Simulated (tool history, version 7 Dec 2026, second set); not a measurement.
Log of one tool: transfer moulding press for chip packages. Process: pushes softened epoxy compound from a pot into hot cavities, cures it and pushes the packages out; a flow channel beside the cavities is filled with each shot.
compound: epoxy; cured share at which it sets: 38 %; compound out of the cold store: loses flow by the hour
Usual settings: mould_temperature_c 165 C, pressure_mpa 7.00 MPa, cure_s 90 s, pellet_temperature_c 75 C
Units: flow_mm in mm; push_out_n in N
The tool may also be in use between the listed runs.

| run | hour | mould_temperature_c | pressure_mpa | cure_s | pellet_temperature_c | incoming compound's hours out of the cold store | flow_mm | push_out_n |
|---|---|---|---|---|---|---|---|---|
| 1 | 0.0 | 165 | 7.00 | 90 | 75 | 35.3 | 658 | 557 |
| 2 | 25.7 | 165 | 7.00 | 105 | 75 | 22.4 | 688 | 499 |
| 3 | 46.1 | 165 | 7.00 | 90 | 75 | 12.4 | 717 | 708 |
| 4 | 69.2 | 165 | 7.00 | 90 | 75 | 45.4 | 633 | 732 |
| 5 | 89.6 | 165 | 7.00 | 90 | 75 | 28.1 | 673 | 755 |
| 6 | 107.7 | 165 | 7.00 | 90 | 75 | 44.1 | 631 | 751 |
|  | 116.3 | cavities cleaned with cleaning compound and waxed |
| 7 | 121.2 | 165 | 7.00 | 90 | 65 | 15.6 | 701 | 625 |
| 8 | 137.5 | 165 | 7.00 | 90 | 75 | 9.3 | 718 | 664 |
| 9 | 163.0 | 165 | 7.00 | 90 | 75 | 16.7 | 697 | 700 |
| 10 | 186.4 | 165 | 7.00 | 90 | 75 | 41.1 | 636 | 728 |
| 11 | 200.7 | 165 | 7.00 | 90 | 75 | 44.5 | 624 | 735 |
| 12 | 212.7 | 165 | 7.00 | 90 | 75 | 10.9 | 708 | 817 |
| 13 | 226.4 | 165 | 6.22 | 90 | 75 | 40.3 | 597 | 778 |
|  | 232.3 | cavities cleaned with cleaning compound and waxed |
| 14 | 239.0 | 165 | 7.00 | 90 | 75 | 8.9 | 710 | 638 |
| 15 | 264.6 | 165 | 7.00 | 90 | 75 | 12.4 | 702 | 722 |
|  | 285.0 | plunger's sealing rings changed |
| 16 | 289.6 | 165 | 5.51 | 98 | 75 | 33.6 | 591 | 597 |
| 17 | 310.0 | 171 | 6.88 | 74 | 84 | 11.5 | 705 | 793 |
| 18 | 321.3 | 165 | 7.19 | 90 | 78 | 37.1 | 662 | 749 |
| 19 | 335.5 | 165 | 5.86 | 90 | 75 | 17.8 | 643 | 821 |
|  | 350.9 | cavities cleaned with cleaning compound and waxed |
| 20 | 360.3 | 167 | 5.86 | 90 | 81 | 9.6 | 657 | 551 |
| 21 | 380.4 | 173 | 6.97 | 108 | 66 | 29.4 | 656 | 428 |
|  | 387.4 | mould's thermocouples calibrated |
| 22 | 404.5 | 173 | 6.97 | 108 | 66 | 31.1 | 649 | 479 |
| 23 | 426.2 | 165 | 5.54 | 90 | 66 | 22.6 | 610 | 750 |
| 24 | 447.5 | 165 | 5.54 | 90 | 66 | 11.3 | 635 | 784 |
|  | 470.7 | cavities cleaned with cleaning compound and waxed |
| 25 | 471.3 | 166 | 8.76 | 90 | 75 | 27.0 | 747 | 528 |
| 26 | 483.1 | 168 | 8.76 | 89 | 75 | 15.1 | 776 | 526 |
| 27 | 494.8 | 165 | 6.25 | 90 | 76 | 26.0 | 632 | 657 |
| 28 | 512.3 | 157 | 7.00 | 82 | 72 | 26.3 | 684 | 1490 |
| 29 | 531.5 | 173 | 8.53 | 90 | 84 | 35.0 | 696 | 492 |

Hidden state or all else? Some run-to-run changes of flow_mm, split into what the settings, what came in and random variation would give without the hidden state, and what is left for the hidden state (with any gauge scatter that isn't in both results):
The hidden state here: true mould temperature over the reading, C; pressure that reaches the compound, % of what is set; grip of the stained cavities, % over clean ones'; drift of the gauge itself on flow_mm, %; drift of the gauge itself on push_out_n, %.
Run 11 -> 12: no setting changed, nothing entered. flow_mm +84 mm: hidden state -3, all else +87.
Run 15 -> 16: pressure_mpa 7.00 -> 5.51, cure_s 90 -> 98, plunger's sealing rings changed. flow_mm -111 mm: hidden state +20, all else -131.
Run 16 -> 17: mould_temperature_c 165 -> 171, pressure_mpa 5.51 -> 6.88, cure_s 98 -> 74, pellet_temperature_c 75 -> 84. flow_mm +114 mm: hidden state -2, all else +116.
Run 26 -> 27: mould_temperature_c 168 -> 165, pressure_mpa 8.76 -> 6.25, cure_s 89 -> 90, pellet_temperature_c 75 -> 76. flow_mm -144 mm: hidden state +2, all else -146.
